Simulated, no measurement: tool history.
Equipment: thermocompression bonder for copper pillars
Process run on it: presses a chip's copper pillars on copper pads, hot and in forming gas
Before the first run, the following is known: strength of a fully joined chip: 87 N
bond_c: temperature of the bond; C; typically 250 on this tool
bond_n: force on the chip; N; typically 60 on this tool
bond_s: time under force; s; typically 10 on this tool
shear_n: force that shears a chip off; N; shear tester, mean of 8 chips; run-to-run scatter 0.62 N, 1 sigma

Run 1, day 0: usual settings. Result: shear_n 34.2 N.
Run 2, day 1.671: usual settings. Result: shear_n 35.7 N.
Run 3, day 4.688: usual settings. Result: shear_n 35.1 N.
Run 4, day 7.508: usual settings. Result: shear_n 34.7 N.
Run 5, day 10.908: usual settings. Result: shear_n 33.2 N.
Run 6, day 13.346: usual settings. Result: shear_n 35.2 N.
Run 7, day 16.179: usual settings. Result: shear_n 34.2 N.
Run 8, day 19.65: usual settings. Result: shear_n 35.1 N.
Run 9, day 22.225: usual settings. Result: shear_n 33.1 N.
Run 10, day 24.971: usual settings. Result: shear_n 33.8 N.
Run 11, day 26.942: usual settings. Result: shear_n 33.3 N.
Run 12, day 29.4: usual settings but bond_c 240 C, bond_n 46 N. Result: shear_n 21.9 N.
Run 13, day 32.629: usual settings but bond_c 240 C, bond_n 46 N. Result: shear_n 21.6 N.
Run 14, day 34.5: usual settings but bond_c 240 C, bond_n 46 N. Result: shear_n 21.5 N.
Run 15, day 36.312: usual settings but bond_c 260 C, bond_n 63 N, bond_s 11 s. Result: shear_n 37.6 N.
Run 16, day 38.325: usual settings but bond_s 15 s. Result: shear_n 41.7 N.

Removed from this log: 4 entries logged between the listed runs. Between which two listed runs does each belong, and how does the tool's hidden state at the listed run before it compare with that at the listed run after it?
Run 1 -> run 2: forming gas filter changed (day 1.254)
  true temperature of the bond over the reading, C: -4.5 -> -4.6; oxide that the forming gas leaves, % of the face: 4.03 -> 0.68
  measured value less the no-hidden-state value, shear_n: -2.4 -> -1.4 N
Run 11 -> run 12: heater calibrated with a thermocouple chip (day 27.188)
  true temperature of the bond over the reading, C: -6.5 -> -9.2; force that reaches the chip, % of what is set: 105.7 -> 105.8; oxide that the forming gas leaves, % of the face: 2.52 -> 2.72
  measured value less the no-hidden-state value, shear_n: -2.7 -> -3.2 N
Run 14 -> run 15: force cell calibrated (day 36.296)
  true temperature of the bond over the reading, C: -9.6 -> -9.7; force that reaches the chip, % of what is set: 106 -> 100.6; oxide that the forming gas leaves, % of the face: 3.07 -> 3.2
  measured value less the no-hidden-state value, shear_n: -3.4 -> -6.6 N
Run 15 -> run 16: heater calibrated with a thermocouple chip, once more (day 37.817)
  true temperature of the bond over the reading, C: -9.7 -> 0.4; force that reaches the chip, % of what is set: 100.6 -> 100.7; oxide that the forming gas leaves, % of the face: 3.2 -> 3.34
  measured value less the no-hidden-state value, shear_n: -6.6 -> -0.8 N
